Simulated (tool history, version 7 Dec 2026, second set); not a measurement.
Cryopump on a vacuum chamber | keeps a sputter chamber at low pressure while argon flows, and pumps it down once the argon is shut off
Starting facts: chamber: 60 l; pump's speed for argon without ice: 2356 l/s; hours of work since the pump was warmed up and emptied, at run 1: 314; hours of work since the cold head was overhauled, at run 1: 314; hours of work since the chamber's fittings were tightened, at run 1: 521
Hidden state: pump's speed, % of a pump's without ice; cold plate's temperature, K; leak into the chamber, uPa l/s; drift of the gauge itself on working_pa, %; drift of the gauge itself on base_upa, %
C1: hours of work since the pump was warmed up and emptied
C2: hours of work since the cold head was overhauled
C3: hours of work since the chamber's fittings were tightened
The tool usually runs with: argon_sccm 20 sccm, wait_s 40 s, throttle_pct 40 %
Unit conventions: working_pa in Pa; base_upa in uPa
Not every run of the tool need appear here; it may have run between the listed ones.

run 1 hour=0.0 | argon_sccm=20 wait_s=40 throttle_pct=40 | C1=314 C2=314 C3=521 | working_pa=0.0372 base_upa=1.41
run 2 hour=13.4 | argon_sccm=20 wait_s=40 throttle_pct=40 | C1=320 C2=320 C3=527 | working_pa=0.0373 base_upa=1.45
run 3 hour=32.3 | argon_sccm=20 wait_s=40 throttle_pct=43 | C1=328 C2=328 C3=535 | working_pa=0.0343 base_upa=1.42
run 4 hour=51.0 | argon_sccm=20 wait_s=112 throttle_pct=40 | C1=336 C2=336 C3=543 | working_pa=0.0370 base_upa=0.81
run 5 hour=70.8 | argon_sccm=20 wait_s=40 throttle_pct=40 | C1=344 C2=344 C3=551 | working_pa=0.0375 base_upa=1.44
run 6 hour=89.9 | argon_sccm=20 wait_s=40 throttle_pct=40 | C1=353 C2=353 C3=560 | working_pa=0.0363 base_upa=1.44
run 7 hour=102.7 | argon_sccm=20 wait_s=40 throttle_pct=40 | C1=358 C2=358 C3=565 | working_pa=0.0373 base_upa=1.41
run 8 hour=111.6 | argon_sccm=20 wait_s=40 throttle_pct=40 | C1=362 C2=362 C3=569 | working_pa=0.0366 base_upa=1.47
run 9 hour=125.9 | argon_sccm=20 wait_s=40 throttle_pct=40 | C1=368 C2=368 C3=575 | working_pa=0.0371 base_upa=1.48
run 10 hour=145.1 | argon_sccm=20 wait_s=40 throttle_pct=40 | C1=376 C2=376 C3=583 | working_pa=0.0361 base_upa=1.47
run 11 hour=155.6 | argon_sccm=20 wait_s=40 throttle_pct=40 | C1=381 C2=381 C3=588 | working_pa=0.0376 base_upa=1.50
run 12 hour=175.1 | argon_sccm=20 wait_s=40 throttle_pct=40 | C1=389 C2=389 C3=596 | working_pa=0.0369 base_upa=1.45
run 13 hour=190.5 | argon_sccm=20 wait_s=40 throttle_pct=40 | C1=395 C2=395 C3=602 | working_pa=0.0378 base_upa=1.46
run 14 hour=202.4 | argon_sccm=20 wait_s=40 throttle_pct=40 | C1=400 C2=400 C3=607 | working_pa=0.0375 base_upa=1.46
run 15 hour=218.1 | argon_sccm=20 wait_s=40 throttle_pct=40 | C1=407 C2=407 C3=614 | working_pa=0.0381 base_upa=1.51
run 16 hour=228.0 | argon_sccm=20 wait_s=40 throttle_pct=40 | C1=411 C2=411 C3=618 | working_pa=0.0374 base_upa=1.45
run 17 hour=240.5 | argon_sccm=19 wait_s=40 throttle_pct=40 | C1=417 C2=417 C3=624 | working_pa=0.0353 base_upa=1.46
run 18 hour=261.3 | argon_sccm=9 wait_s=116 throttle_pct=40 | C1=426 C2=426 C3=633 | working_pa=0.0166 base_upa=0.79
run 19 hour=279.9 | argon_sccm=9 wait_s=116 throttle_pct=40 | C1=433 C2=433 C3=640 | working_pa=0.0171 base_upa=0.87
run 20 hour=291.0 | argon_sccm=34 wait_s=24 throttle_pct=34 | C1=438 C2=438 C3=645 | working_pa=0.0738 base_upa=2.19
run 21 hour=303.5 | argon_sccm=8 wait_s=69 throttle_pct=34 | C1=444 C2=444 C3=650 | working_pa=0.0175 base_upa=1.10
run 22 hour=322.4 | argon_sccm=11 wait_s=84 throttle_pct=34 | C1=452 C2=452 C3=659 | working_pa=0.0240 base_upa=1.02
run 23 hour=334.5 | argon_sccm=11 wait_s=84 throttle_pct=34 | C1=457 C2=457 C3=664 | working_pa=0.0245 base_upa=0.99
run 24 hour=352.5 | argon_sccm=34 wait_s=29 throttle_pct=44 | C1=464 C2=464 C3=671 | working_pa=0.0578 base_upa=1.91
run 25 hour=362.6 | argon_sccm=17 wait_s=25 throttle_pct=44 | C1=469 C2=469 C3=676 | working_pa=0.0301 base_upa=2.17
run 26 hour=380.4 | argon_sccm=10 wait_s=55 throttle_pct=32 | C1=476 C2=476 C3=683 | working_pa=0.0228 base_upa=1.22
run 27 hour=399.8 | argon_sccm=10 wait_s=94 throttle_pct=32 | C1=485 C2=485 C3=691 | working_pa=0.0233 base_upa=0.94
run 28 hour=411.5 | argon_sccm=35 wait_s=94 throttle_pct=32 | C1=490 C2=490 C3=696 | working_pa=0.0814 base_upa=0.93
run 29 hour=422.2 | argon_sccm=35 wait_s=94 throttle_pct=32 | C1=494 C2=494 C3=701 | working_pa=0.0808 base_upa=0.97
run 30 hour=439.6 | argon_sccm=20 wait_s=40 throttle_pct=21 | C1=501 C2=501 C3=708 | working_pa=0.0705 base_upa=1.53
run 31 hour=448.8 | argon_sccm=24 wait_s=40 throttle_pct=26 | C1=505 C2=505 C3=712 | working_pa=0.0683 base_upa=1.53
run 32 hour=467.4 | argon_sccm=20 wait_s=40 throttle_pct=37 | C1=513 C2=513 C3=720 | working_pa=0.0406 base_upa=1.53
run 33 hour=487.7 | argon_sccm=17 wait_s=77 throttle_pct=24 | C1=522 C2=522 C3=729 | working_pa=0.0528 base_upa=1.04
run 34 hour=507.2 | argon_sccm=38 wait_s=21 throttle_pct=55 | C1=530 C2=530 C3=737 | working_pa=0.0534 base_upa=2.46

The same runs without the tool's hidden state, with the same run-to-run variation:
run=1 working_pa=0.0360 base_upa=1.13
run=2 working_pa=0.0361 base_upa=1.16
run=3 working_pa=0.0331 base_upa=1.13
run=4 working_pa=0.0358 base_upa=0.51
run=5 working_pa=0.0362 base_upa=1.14
run=6 working_pa=0.0350 base_upa=1.14
run=7 working_pa=0.0360 base_upa=1.11
run=8 working_pa=0.0353 base_upa=1.15
run=9 working_pa=0.0357 base_upa=1.17
run=10 working_pa=0.0348 base_upa=1.15
run=11 working_pa=0.0362 base_upa=1.18
run=12 working_pa=0.0355 base_upa=1.13
run=13 working_pa=0.0364 base_upa=1.14
run=14 working_pa=0.0361 base_upa=1.14
run=15 working_pa=0.0366 base_upa=1.18
run=16 working_pa=0.0359 base_upa=1.12
run=17 working_pa=0.0338 base_upa=1.13
run=18 working_pa=0.0159 base_upa=0.46
run=19 working_pa=0.0164 base_upa=0.52
run=20 working_pa=0.0711 base_upa=1.85
run=21 working_pa=0.0169 base_upa=0.74
run=22 working_pa=0.0231 base_upa=0.65
run=23 working_pa=0.0236 base_upa=0.62
run=24 working_pa=0.0550 base_upa=1.54
run=25 working_pa=0.0287 base_upa=1.79
run=26 working_pa=0.0220 base_upa=0.85
run=27 working_pa=0.0224 base_upa=0.57
run=28 working_pa=0.0784 base_upa=0.56
run=29 working_pa=0.0777 base_upa=0.58
run=30 working_pa=0.0687 base_upa=1.14
run=31 working_pa=0.0661 base_upa=1.14
run=32 working_pa=0.0388 base_upa=1.14
run=33 working_pa=0.0512 base_upa=0.64
run=34 working_pa=0.0498 base_upa=2.05
